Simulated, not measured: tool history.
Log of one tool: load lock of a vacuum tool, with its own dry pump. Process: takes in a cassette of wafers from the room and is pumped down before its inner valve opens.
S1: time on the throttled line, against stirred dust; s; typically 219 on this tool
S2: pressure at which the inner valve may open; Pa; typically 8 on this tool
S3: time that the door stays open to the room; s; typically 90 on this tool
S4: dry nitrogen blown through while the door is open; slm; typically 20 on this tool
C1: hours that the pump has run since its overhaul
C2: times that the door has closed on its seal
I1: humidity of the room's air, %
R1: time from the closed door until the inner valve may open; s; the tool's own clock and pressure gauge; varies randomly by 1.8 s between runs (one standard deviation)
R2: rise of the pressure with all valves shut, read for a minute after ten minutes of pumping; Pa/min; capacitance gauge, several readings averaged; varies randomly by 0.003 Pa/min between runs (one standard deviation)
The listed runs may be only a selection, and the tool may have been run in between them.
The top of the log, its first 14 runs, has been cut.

run	hour	S1	S2	S3	S4	C1	C2	I1	R1	R2
15	7371.5	219	8	90	20	7861	41157	45.8	386.3	0.535
# hour 7639.6: door's seal changed, seat wiped
16	8095.3	219	8	90	20	8584	1454	39.6	388.7	0.039
17	8618.7	219	8	90	20	9107	3125	42.1	389.8	0.051
18	9146.9	219	8	41	20	9635	4810	42.9	388.9	0.051
19	9631.9	219	8	41	20	10120	6358	42.0	393.2	0.054
20	10026.4	309	8	47	7	10515	7618	45.3	469.3	0.071
21	10407.9	159	8	73	27	10896	8835	43.5	342.3	0.072
22	10986.2	278	12	90	20	11475	10681	45.3	439.0	0.091
23	11474.9	219	13	125	41	11963	12240	43.5	386.2	0.103
24	11996.3	219	13	125	41	12485	13905	45.9	388.7	0.115
# hour 12233.8: dry pump taken out, an overhauled one fitted
25	12299.9	203	9	125	41	66	14854	41.5	350.4	0.131
26	13020.7	203	9	125	41	787	17155	47.4	354.2	0.149
27	13356.5	219	8	145	20	1123	18227	46.5	371.3	0.175
28	13995.7	219	8	145	20	1762	20267	45.6	369.8	0.205
29	14637.6	219	8	26	20	2404	22315	45.9	376.4	0.207
30	15245.0	174	8	90	25	3011	24254	45.3	336.0	0.234
31	15581.4	158	14	231	11	3348	25328	48.9	310.0	0.284
32	16084.1	158	7	231	11	3850	26932	46.2	323.1	0.301
33	16636.9	158	7	231	11	4403	28697	46.2	325.5	0.329
34	17020.5	334	8	90	6	4787	29921	47.7	479.5	0.329
35	17366.9	334	8	90	6	5133	31026	43.1	476.3	0.337
36	17950.7	227	8	90	10	5717	32890	43.9	386.9	0.361
37	18451.4	227	8	90	10	6218	34488	48.5	388.9	0.408

3 ways to go on from here, each from the tool as it stands after run 37. What would each give?
A	18838.7	227	8	48	15	6605	35724	43.5	?	?
B	18838.7	114	8	79	10	6605	35724	46.1	?	?
C	18838.7	157	8	90	20	6605	35724	47.6	?	?

run	R1	R2
A	388.5	0.402
B	289.5	0.422
C	327.8	0.417
Without the tool's unlogged condition, the same runs would have read:
run	R1	R2
A	375.5	0.029
B	275.4	0.043
C	314.1	0.039

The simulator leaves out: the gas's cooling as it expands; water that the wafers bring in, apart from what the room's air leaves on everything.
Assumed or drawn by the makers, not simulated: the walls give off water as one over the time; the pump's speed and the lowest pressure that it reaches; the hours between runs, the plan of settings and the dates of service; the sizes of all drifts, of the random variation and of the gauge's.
